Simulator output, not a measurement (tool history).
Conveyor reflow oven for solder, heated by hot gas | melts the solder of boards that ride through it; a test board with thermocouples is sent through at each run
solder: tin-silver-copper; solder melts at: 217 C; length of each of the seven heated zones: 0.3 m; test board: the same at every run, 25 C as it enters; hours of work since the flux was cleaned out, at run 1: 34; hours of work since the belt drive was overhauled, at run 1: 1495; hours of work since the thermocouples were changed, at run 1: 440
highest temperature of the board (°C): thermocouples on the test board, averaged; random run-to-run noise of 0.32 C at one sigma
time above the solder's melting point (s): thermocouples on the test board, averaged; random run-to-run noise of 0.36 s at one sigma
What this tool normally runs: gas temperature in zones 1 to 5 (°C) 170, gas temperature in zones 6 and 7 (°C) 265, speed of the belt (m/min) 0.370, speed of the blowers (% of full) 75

run,day,gas temperature in zones 1 to 5 (°C),gas temperature in zones 6 and 7 (°C),speed of the belt (m/min),speed of the blowers (% of full),hours of work since the flux was cleaned out,hours of work since the belt drive was overhauled,hours of work since the thermocouples were changed,highest temperature of the board (°C),time above the solder's melting point (s)
1,0.000,170,265,0.370,75,34,1495,440,250.4,72.0
# day 2.800: belt drive overhauled, speed set with a stopwatch
2,3.079,170,265,0.370,75,77,4,483,249.1,68.3
3,5.808,170,265,0.370,75,118,45,524,248.8,69.5
4,9.167,170,265,0.370,75,168,95,574,248.5,67.7
5,12.158,170,265,0.370,75,212,139,618,248.2,66.9
6,14.429,170,265,0.370,75,246,173,652,247.7,67.1
# day 16.354: flux residue cleaned out of gas plates and filters
7,16.721,170,254,0.370,75,5,204,683,240.2,59.3
8,19.404,170,254,0.370,75,45,244,723,238.9,58.6
9,22.767,170,254,0.370,75,96,294,773,239.1,57.7
10,26.708,170,254,0.370,75,154,353,832,238.5,56.4
11,29.667,170,265,0.370,75,198,397,876,247.7,67.2
12,33.338,170,265,0.370,75,253,452,930,246.7,66.2
# day 35.121: flux residue cleaned out of gas plates and filters
13,36.200,170,265,0.370,75,16,491,970,249.1,69.7
14,39.875,170,265,0.370,75,71,546,1025,248.4,68.6
15,43.562,170,265,0.318,75,126,601,1080,252.0,85.8
16,47.033,173,265,0.326,75,177,652,1131,251.5,84.3
17,49.525,180,265,0.329,75,214,689,1168,251.7,88.0
18,51.350,177,279,0.397,75,242,717,1195,257.7,73.9
# day 53.596: flux residue cleaned out of gas plates and filters
19,54.612,177,264,0.397,75,15,762,1241,246.6,64.6
# day 57.771: thermocouples of zones 6 and 7 changed
20,58.375,177,264,0.397,75,70,817,9,248.9,67.0
21,62.358,170,258,0.337,75,129,876,68,246.3,74.3
22,66.042,170,265,0.370,55,184,931,123,244.5,62.4
23,67.754,170,265,0.370,55,210,957,149,244.6,61.9
24,69.704,181,271,0.398,73,239,986,178,253.5,72.0
# day 72.083: flux residue cleaned out of gas plates and filters
25,73.579,175,262,0.323,72,22,1040,232,251.5,87.5
26,75.533,175,258,0.327,72,51,1069,261,247.7,81.3
27,78.700,183,265,0.327,79,99,1116,309,255.5,93.5
28,81.050,164,260,0.355,62,133,1151,343,242.4,61.5

Here are 4 independent what-if runs from the current tool condition. What would each one return?
A,84.754,164,263,0.307,62,189,1207,399,?,?
B,84.754,170,257,0.370,75,189,1207,399,?,?
C,84.754,164,260,0.355,86,189,1207,399,?,?
D,84.754,176,265,0.370,75,189,1207,399,?,?

run,highest temperature of the board (°C),time above the solder's melting point (s)
A,249.1,82.6
B,242.0,61.3
C,246.2,69.3
D,249.9,73.7
With the hidden condition removed and each run's random variation left untouched, the same runs would have given:
run,highest temperature of the board (°C),time above the solder's melting point (s)
A,251.2,84.4
B,244.4,64.0
C,248.8,71.7
D,252.2,75.4
